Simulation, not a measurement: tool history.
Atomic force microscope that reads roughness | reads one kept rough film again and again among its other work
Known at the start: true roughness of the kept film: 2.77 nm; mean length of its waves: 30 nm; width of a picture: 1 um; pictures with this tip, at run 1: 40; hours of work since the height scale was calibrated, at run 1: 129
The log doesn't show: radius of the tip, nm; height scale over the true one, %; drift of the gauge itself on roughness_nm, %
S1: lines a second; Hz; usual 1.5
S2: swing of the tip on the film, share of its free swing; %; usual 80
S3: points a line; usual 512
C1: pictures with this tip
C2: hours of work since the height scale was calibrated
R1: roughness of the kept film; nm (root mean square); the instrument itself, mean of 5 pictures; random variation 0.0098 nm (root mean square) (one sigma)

| run | day | S1 | S2 | S3 | C1 | C2 | R1 |
|---|---|---|---|---|---|---|---|
| 1 | 0 | 1.5 | 80 | 512 | 40 | 129 | 2.246 |
| 2 | 1.15 | 1.5 | 80 | 512 | 73 | 149 | 2.242 |
| 3 | 1.979 | 1.5 | 80 | 512 | 97 | 164 | 2.238 |
| 4 | 2.667 | 1.5 | 80 | 489 | 116 | 176 | 2.239 |
|  | 2.758 | new tip fitted |
| 5 | 3.612 | 3.3 | 80 | 512 | 24 | 192 | 2.037 |
| 6 | 4.483 | 3.3 | 80 | 512 | 49 | 207 | 2.048 |
| 7 | 5.55 | 3.3 | 80 | 512 | 80 | 225 | 2.033 |
|  | 6.9 | new tip fitted |
| 8 | 6.9 | 1.5 | 80 | 1002 | 0 | 248 | 2.255 |
| 9 | 7.729 | 1.5 | 80 | 512 | 24 | 263 | 2.239 |
| 10 | 8.771 | 1.5 | 80 | 512 | 54 | 281 | 2.238 |
| 11 | 9.667 | 1.5 | 80 | 512 | 80 | 296 | 2.222 |
|  | 11.017 | new tip fitted |
| 12 | 11.017 | 1.5 | 80 | 512 | 0 | 319 | 2.251 |
| 13 | 11.888 | 1.5 | 64 | 512 | 25 | 334 | 2.358 |
| 14 | 13.254 | 1.5 | 64 | 512 | 64 | 358 | 2.359 |
| 15 | 14.654 | 1.5 | 64 | 756 | 105 | 382 | 2.345 |
|  | 15.15 | new tip fitted |
| 16 | 15.675 | 1.5 | 64 | 756 | 15 | 400 | 2.369 |
| 17 | 16.475 | 1.5 | 80 | 512 | 39 | 414 | 2.241 |
| 18 | 17.112 | 1.5 | 80 | 512 | 57 | 425 | 2.243 |
| 19 | 18.492 | 1.5 | 80 | 512 | 97 | 449 | 2.255 |
|  | 19.275 | new tip fitted |
| 20 | 19.912 | 1.5 | 83 | 512 | 18 | 473 | 2.219 |
| 21 | 20.512 | 1.5 | 83 | 512 | 35 | 483 | 2.202 |
| 22 | 21.717 | 1.5 | 80 | 512 | 70 | 504 | 2.252 |
| 23 | 22.712 | 1.5 | 80 | 369 | 99 | 522 | 2.23 |
|  | 23.442 | new tip fitted |
| 24 | 23.621 | 1.5 | 80 | 369 | 5 | 537 | 2.231 |
| 25 | 24.292 | 1.5 | 80 | 369 | 24 | 549 | 2.237 |
| 26 | 25.612 | 1.5 | 80 | 512 | 62 | 571 | 2.239 |
| 27 | 26.354 | 2.76 | 80 | 512 | 84 | 584 | 2.099 |
|  | 27.638 | new tip fitted |
| 28 | 27.654 | 2.76 | 88 | 431 | 1 | 607 | 1.946 |
| 29 | 28.571 | 2.76 | 88 | 431 | 27 | 622 | 1.948 |
| 30 | 29.238 | 2.76 | 88 | 431 | 46 | 634 | 1.953 |
| 31 | 30.342 | 1.5 | 64 | 512 | 78 | 653 | 2.343 |
| 32 | 31.667 | 1.5 | 64 | 512 | 116 | 676 | 2.365 |
|  | 31.758 | new tip fitted |
| 33 | 32.929 | 1.5 | 64 | 816 | 34 | 698 | 2.389 |
| 34 | 33.671 | 1.5 | 64 | 816 | 55 | 710 | 2.35 |
| 35 | 34.692 | 1.5 | 61 | 461 | 85 | 728 | 2.355 |
| 36 | 35.654 | 0.51 | 75 | 461 | 112 | 745 | 2.399 |
|  | 35.892 | new tip fitted |
| 37 | 36.946 | 0.51 | 73 | 268 | 31 | 767 | 2.384 |
| 38 | 37.804 | 0.51 | 73 | 268 | 56 | 782 | 2.365 |
| 39 | 38.846 | 0.51 | 73 | 268 | 86 | 800 | 2.351 |
| 40 | 39.7 | 2.91 | 81 | 445 | 110 | 815 | 2.049 |
|  | 39.962 | new tip fitted |
| 41 | 40.308 | 2.91 | 81 | 435 | 10 | 825 | 2.053 |
| 42 | 41.746 | 1.5 | 80 | 304 | 51 | 850 | 2.212 |
| 43 | 43.142 | 1.5 | 59 | 510 | 92 | 874 | 2.402 |
|  | 44.042 | new tip fitted |
| 44 | 44.358 | 1.5 | 57 | 647 | 9 | 895 | 2.404 |
| 45 | 45.117 | 1.18 | 57 | 843 | 31 | 908 | 2.42 |
| 46 | 45.908 | 1.5 | 80 | 278 | 54 | 922 | 2.216 |
| 47 | 47.138 | 1.5 | 55 | 448 | 89 | 943 | 2.393 |
|  | 48.117 | new tip fitted |
| 48 | 48.179 | 1.5 | 60 | 448 | 1 | 961 | 2.366 |
| 49 | 48.771 | 1.5 | 70 | 384 | 18 | 971 | 2.338 |
| 50 | 50.146 | 1.28 | 63 | 568 | 58 | 995 | 2.395 |
| 51 | 51.008 | 0.52 | 68 | 431 | 83 | 1010 | 2.414 |
| 52 | 52.067 | 0.84 | 74 | 768 | 113 | 1028 | 2.362 |

Forecast each of these 4 alternatives for the next run:
|  | 52.212 | new tip fitted |
| A | 53.046 | 0.83 | 74 | 651 | 24 | 1045 | ? |
|  | 52.212 | new tip fitted |
| B | 53.046 | 1.61 | 67 | 403 | 24 | 1045 | ? |
|  | 52.212 | new tip fitted |
| C | 53.046 | 1.5 | 76 | 364 | 24 | 1045 | ? |
|  | 52.212 | new tip fitted |
| D | 53.046 | 2.29 | 80 | 512 | 24 | 1045 | ? |

| run | R1 |
|---|---|
| A | 2.369 |
| B | 2.323 |
| C | 2.261 |
| D | 2.132 |
Without the tool's hidden state the same runs would have given:
| run | R1 |
|---|---|
| A | 2.371 |
| B | 2.324 |
| C | 2.262 |
| D | 2.134 |
